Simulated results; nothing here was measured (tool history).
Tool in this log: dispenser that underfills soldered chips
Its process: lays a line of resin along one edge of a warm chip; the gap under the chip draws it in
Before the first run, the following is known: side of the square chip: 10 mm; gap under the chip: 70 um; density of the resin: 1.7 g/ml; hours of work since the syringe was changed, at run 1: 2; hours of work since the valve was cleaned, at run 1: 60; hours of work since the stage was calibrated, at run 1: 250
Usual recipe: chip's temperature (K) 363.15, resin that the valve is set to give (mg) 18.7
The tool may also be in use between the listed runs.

run	hour	chip's temperature (K)	resin that the valve is set to give (mg)	hours of work since the syringe was changed	hours of work since the valve was cleaned	hours of work since the stage was calibrated	time until the resin shows at the far edge (s)	resin that the valve gave (mg)
1	0	363.15	18.7	2	60	250	41.3	17.86
# hour 9.7: new syringe of resin
2	10.6	363.15	18.7	1	67	257	38.4	17.73
# hour 22.5: new syringe of resin
# hour 24.4: dispensing valve cleaned and set on the balance
3	27.1	363.15	18.7	3	2	268	42.4	18.7
# hour 36: new syringe of resin
4	42.3	363.15	18.7	5	13	279	47.4	18.34
# hour 48.4: new syringe of resin
5	55.2	363.15	18.7	5	22	288	47.2	18.39
# hour 61.1: new syringe of resin
6	62.1	368.15	18.7	1	27	293	31.2	18.26
# hour 73.5: new syringe of resin
7	75.2	368.15	18.7	1	36	303	32.1	18.13
8	85.2	368.15	18.7	9	44	310	44.2	18.13
# hour 86.2: new syringe of resin
# hour 98.9: new syringe of resin
9	101.7	363.15	21	2	55	322	40.4	20.09
# hour 112.1: new syringe of resin
10	113.5	354.15	18.7	1	64	330	56.7	17.83
11	122.6	354.15	18.7	8	70	337	79.9	17.62
# hour 125.4: new syringe of resin
# hour 132: dispensing valve cleaned and set on the balance
12	133.1	377.15	18.7	5	1	343	25.9	18.54
# hour 139.4: new syringe of resin
13	141.2	363.15	18.7	1	7	349	39.4	18.61
# hour 152: new syringe of resin
14	154.6	363.15	18.7	2	16	359	41.3	18.28
15	162	363.15	18.7	7	22	364	52.4	18.37
# hour 164.5: new syringe of resin
16	173.6	363.15	18.7	7	30	373	50.7	18.33
# hour 178: new syringe of resin
17	183	363.15	17.9	4	37	379	45.1	17.43
18	189.9	354.15	24.3	9	42	384	83	23.57
# hour 190.9: new syringe of resin
# hour 204.2: new syringe of resin
19	205	353.15	24.2	1	52	395	60.8	23.22
20	215.2	353.15	24.2	8	60	402	85.2	23.23
# hour 216.7: new syringe of resin
21	228.7	378.15	17.7	9	69	412	30.9	16.63
# hour 230: new syringe of resin
# hour 240.7: dispensing valve cleaned and set on the balance
22	240.9	378.15	17.8	7	0	420	28.6	17.77
# hour 243.6: new syringe of resin
# hour 249.8: stage's temperature calibrated
# hour 257.4: new syringe of resin
23	258.3	362.15	18.7	1	12	6	37.9	18.54
# hour 270.1: new syringe of resin
24	274.4	362.15	18.7	3	23	18	41.3	18.51
# hour 283.1: new syringe of resin
25	285.3	371.15	21.8	2	31	25	27.3	21.26
26	292	371.15	21.8	7	36	30	33.8	21.26
# hour 295.8: new syringe of resin
27	307.5	374.15	20	9	47	41	32.4	19.36
# hour 308.8: new syringe of resin
# hour 321.2: new syringe of resin
28	321.2	374.15	20	0	57	51	22.3	19.1
29	331.6	361.15	19	8	64	59	52.3	18.18
# hour 334.1: new syringe of resin
30	340.6	356.15	18.3	5	71	65	59.7	17.38
# hour 346.8: new syringe of resin
# hour 349.9: dispensing valve cleaned and set on the balance
31	355.8	376.15	20.8	6	4	75	27	20.81
# hour 361: new syringe of resin
32	363.6	348.15	22.5	2	10	81	75.2	22.32
# hour 373.6: new syringe of resin
33	373.6	357.15	21.2	0	17	88	44.5	20.96
# hour 386.8: new syringe of resin
34	389.5	372.15	22.4	2	28	99	27.2	21.76

For some of the steps in time until the resin shows at the far edge (s) from one run to the next: how much would appear even if the tool had no hidden state, given the settings, what came in and random variation, and how much remains for the hidden state plus any gauge scatter that the measured result and the result without hidden state don't share?
Unlogged tool condition in this case: resin's viscosity, % of fresh resin's; dose that the valve gives, % of what is set; true chip temperature over the reading, C; drift of the gauge itself on fill_s, %; drift of the gauge itself on given_mg, %.
Run 11 -> 12: chip's temperature (K) 354.15 -> 377.15, new syringe of resin, dispensing valve cleaned and set on the balance. time until the resin shows at the far edge (s) -54: hidden state -22, all else -32.
Run 17 -> 18: chip's temperature (K) 363.15 -> 354.15, resin that the valve is set to give (mg) 17.9 -> 24.3. time until the resin shows at the far edge (s) +37.9: hidden state +22.3, all else +15.6.
Run 18 -> 19: chip's temperature (K) 354.15 -> 353.15, resin that the valve is set to give (mg) 24.3 -> 24.2, new syringe of resin, new syringe of resin. time until the resin shows at the far edge (s) -22.2: hidden state -25.3, all else +3.1.
Run 19 -> 20: nothing adjusted, nothing logged. time until the resin shows at the far edge (s) +24.4: hidden state +24.7, all else -0.3.
Run 20 -> 21: chip's temperature (K) 353.15 -> 378.15, resin that the valve is set to give (mg) 24.2 -> 17.7, new syringe of resin. time until the resin shows at the far edge (s) -54.3: hidden state -20.6, all else -33.7.
Run 31 -> 32: chip's temperature (K) 376.15 -> 348.15, resin that the valve is set to give (mg) 20.8 -> 22.5, new syringe of resin. time until the resin shows at the far edge (s) +48.2: hidden state +1.2, all else +47.

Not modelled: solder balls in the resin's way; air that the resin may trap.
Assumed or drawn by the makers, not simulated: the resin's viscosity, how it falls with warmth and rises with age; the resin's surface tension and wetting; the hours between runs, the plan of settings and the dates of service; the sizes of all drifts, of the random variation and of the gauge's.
